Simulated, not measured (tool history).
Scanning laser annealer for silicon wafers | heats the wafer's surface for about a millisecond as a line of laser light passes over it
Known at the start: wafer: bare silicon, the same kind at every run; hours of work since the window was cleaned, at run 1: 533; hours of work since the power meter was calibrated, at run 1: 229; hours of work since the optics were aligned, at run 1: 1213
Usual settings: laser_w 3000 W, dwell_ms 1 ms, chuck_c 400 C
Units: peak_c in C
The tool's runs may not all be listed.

| run | hour | laser_w | dwell_ms | chuck_c | hours of work since the window was cleaned | hours of work since the power meter was calibrated | hours of work since the optics were aligned | peak_c |
|---|---|---|---|---|---|---|---|---|
| 1 | 0 | 3000 | 1 | 400 | 533 | 229 | 1213 | 1078 |
| 2 | 8.5 | 3000 | 1 | 400 | 538 | 234 | 1218 | 1077 |
| 3 | 20.2 | 3000 | 1 | 400 | 545 | 240 | 1225 | 1080 |
| 4 | 27.5 | 2834 | 1 | 400 | 549 | 245 | 1229 | 1040 |
| 5 | 40 | 3000 | 1 | 400 | 556 | 252 | 1236 | 1077 |
| 6 | 49.9 | 3000 | 1 | 368 | 562 | 258 | 1242 | 1045 |
| 7 | 58.4 | 3000 | 1 | 368 | 567 | 263 | 1247 | 1047 |
| 8 | 66.9 | 2986 | 1 | 400 | 572 | 268 | 1252 | 1075 |
| 9 | 75 | 2986 | 1 | 400 | 576 | 272 | 1256 | 1074 |
| 10 | 81.8 | 2986 | 1 | 400 | 580 | 276 | 1260 | 1074 |
| 11 | 87.7 | 2986 | 1 | 400 | 584 | 280 | 1264 | 1071 |
| 12 | 95.8 | 3000 | 1 | 419 | 588 | 284 | 1268 | 1093 |
| 13 | 101.6 | 2997 | 1.18 | 434 | 592 | 288 | 1272 | 1166 |
| 14 | 110 | 2801 | 0.9 | 400 | 597 | 292 | 1277 | 1005 |

Forecast run 15:
| 15 | 115.2 | 2801 | 1.04 | 365 | 600 | 295 | 1280 | ? |

Run 15 gave peak_c 1009 C.
Without the tool's hidden state the same run would have given peak_c 1039 C.
